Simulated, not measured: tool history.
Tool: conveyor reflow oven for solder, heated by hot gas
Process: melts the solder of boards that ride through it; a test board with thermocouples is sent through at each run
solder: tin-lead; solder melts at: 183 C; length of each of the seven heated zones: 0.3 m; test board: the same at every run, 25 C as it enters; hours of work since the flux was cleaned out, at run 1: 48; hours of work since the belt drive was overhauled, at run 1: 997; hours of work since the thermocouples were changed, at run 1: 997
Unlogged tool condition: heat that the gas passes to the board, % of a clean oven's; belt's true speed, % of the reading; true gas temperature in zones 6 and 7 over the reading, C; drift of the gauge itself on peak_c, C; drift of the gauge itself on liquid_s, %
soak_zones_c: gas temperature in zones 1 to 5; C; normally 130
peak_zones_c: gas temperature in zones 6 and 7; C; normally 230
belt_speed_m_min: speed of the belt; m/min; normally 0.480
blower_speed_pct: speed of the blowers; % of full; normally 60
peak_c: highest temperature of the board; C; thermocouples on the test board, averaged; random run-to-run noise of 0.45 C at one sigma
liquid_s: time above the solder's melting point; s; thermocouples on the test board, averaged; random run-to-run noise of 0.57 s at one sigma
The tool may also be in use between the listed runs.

run,day,soak_zones_c,peak_zones_c,belt_speed_m_min,blower_speed_pct,hours of work since the flux was cleaned out,hours of work since the belt drive was overhauled,hours of work since the thermocouples were changed,peak_c,liquid_s
1,0.000,130,230,0.480,60,48,997,997,207.3,43.7
2,3.808,130,226,0.480,60,116,1065,1065,203.3,39.2
3,7.608,130,231,0.480,60,185,1134,1134,206.8,43.6
4,10.667,130,230,0.485,60,240,1189,1189,204.2,40.8
# day 11.183: flux residue cleaned out of gas plates and filters
# day 12.246: thermocouples of zones 6 and 7 changed
5,12.638,130,230,0.485,60,25,1219,7,205.8,41.6
# day 13.112: belt drive overhauled, speed set with a stopwatch
6,14.558,130,230,0.485,60,56,26,39,204.3,37.9
7,16.675,130,230,0.485,60,94,64,77,203.9,38.5
8,19.846,121,232,0.480,60,151,121,134,203.0,35.0
9,21.700,121,232,0.452,60,185,155,167,204.5,39.0
10,24.979,133,231,0.383,59,244,214,226,212.2,61.2

Measured result minus the same run's result without the hidden state. Both carry the same run-to-run variation, though not necessarily the same gauge scatter:
run,peak_c,liquid_s
1,-2.6,-2.2
2,-3.5,-3.8
3,-4.5,-4.5
4,-5.3,-5.7
5,-4.5,-5.3
6,-5.5,-7.0
7,-6.0,-7.9
8,-7.4,-9.4
9,-7.6,-9.7
10,-6.3,-8.0
